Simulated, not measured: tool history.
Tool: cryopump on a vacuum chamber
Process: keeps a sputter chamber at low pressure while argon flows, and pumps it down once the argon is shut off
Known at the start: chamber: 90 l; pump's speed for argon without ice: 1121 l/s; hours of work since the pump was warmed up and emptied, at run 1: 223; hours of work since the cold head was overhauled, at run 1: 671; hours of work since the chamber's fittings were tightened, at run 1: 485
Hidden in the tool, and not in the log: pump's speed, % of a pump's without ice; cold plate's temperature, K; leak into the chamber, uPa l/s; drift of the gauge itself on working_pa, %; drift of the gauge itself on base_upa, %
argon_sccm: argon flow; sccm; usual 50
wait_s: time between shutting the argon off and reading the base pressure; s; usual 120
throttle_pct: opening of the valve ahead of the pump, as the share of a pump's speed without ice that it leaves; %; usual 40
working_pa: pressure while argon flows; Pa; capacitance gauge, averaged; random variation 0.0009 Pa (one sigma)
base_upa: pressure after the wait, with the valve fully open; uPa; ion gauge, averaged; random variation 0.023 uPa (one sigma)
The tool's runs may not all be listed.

run	hour	argon_sccm	wait_s	throttle_pct	hours of work since the pump was warmed up and emptied	hours of work since the cold head was overhauled	hours of work since the chamber's fittings were tightened	working_pa	base_upa
1	0	50	120	40	223	671	485	0.2046	1.62
2	36.6	38	120	40	254	702	516	0.1579	1.81
3	118.3	38	120	40	324	772	586	0.1648	2.13
4	205.2	38	120	40	399	847	661	0.1714	2.35
# hour 221.7: pump warmed up, emptied and cooled again
5	255.4	38	120	40	29	886	699	0.1452	1.87
6	301.4	50	120	23	68	925	739	0.3341	1.9
7	375.4	50	120	40	132	988	802	0.199	2.19
8	450.6	50	120	40	196	1053	867	0.2032	2.37
9	537.8	50	120	40	271	1128	942	0.2131	2.73
10	618.2	50	120	40	340	1197	1010	0.2183	3.08
# hour 704.3: pump warmed up, emptied and cooled again
11	709.6	50	120	40	5	1271	1085	0.19	2.48
12	764.9	50	120	40	52	1318	1132	0.1916	2.59
13	834.6	50	120	40	112	1378	1192	0.1973	2.85
14	890.6	50	120	40	160	1426	1240	0.2021	2.98
15	940.7	50	120	40	203	1469	1283	0.2059	3.28
16	997.1	50	120	40	251	1517	1331	0.209	3.51
# hour 1005.5: leaking fittings of the chamber tightened, without venting
17	1057.4	50	120	56	301	1567	45	0.1619	0.97
18	1114.3	97	120	53	350	1616	93	0.3426	1.09
19	1153.5	96	265	31	384	1650	127	0.542	0.94
# hour 1189.1: pump warmed up, emptied and cooled again
20	1231.2	96	265	31	36	1712	189	0.4756	0.79
21	1300.6	96	265	31	96	1771	249	0.4842	0.98
22	1377	96	265	31	161	1837	314	0.4909	1.18
23	1416.2	91	191	16	195	1871	348	0.8905	1.34
24	1457.7	34	34	40	230	1906	383	0.1425	2.64
25	1515.8	34	34	40	280	1956	433	0.1479	2.94
26	1573.3	34	34	40	329	2005	483	0.1518	3.03
27	1655.4	31	151	15	400	2076	553	0.337	2.24
# hour 1673: pump warmed up, emptied and cooled again
28	1742.7	31	151	15	60	2146	624	0.3138	1.71
29	1813	50	115	27	120	2206	684	0.2883	1.97
30	1877.9	24	46	41	176	2262	739	0.0944	2.95
31	1966	24	46	41	251	2338	815	0.0986	3.19
32	2033	24	46	16	309	2395	872	0.2408	3.45
33	2079.4	24	46	24	348	2435	912	0.1658	3.57

Forecast each of these 3 alternatives for the next run:
A	2122.3	24	38	24	385	2472	949	?	?
B	2122.3	50	60	25	385	2472	949	?	?
C	2122.3	38	41	33	385	2472	949	?	?

run	working_pa	base_upa
A	0.1693	4.1
B	0.3402	3.58
C	0.2034	3.91
Without the tool's hidden state the same runs would have given:
run	working_pa	base_upa
A	0.1505	1.66
B	0.301	1.12
C	0.1735	1.51
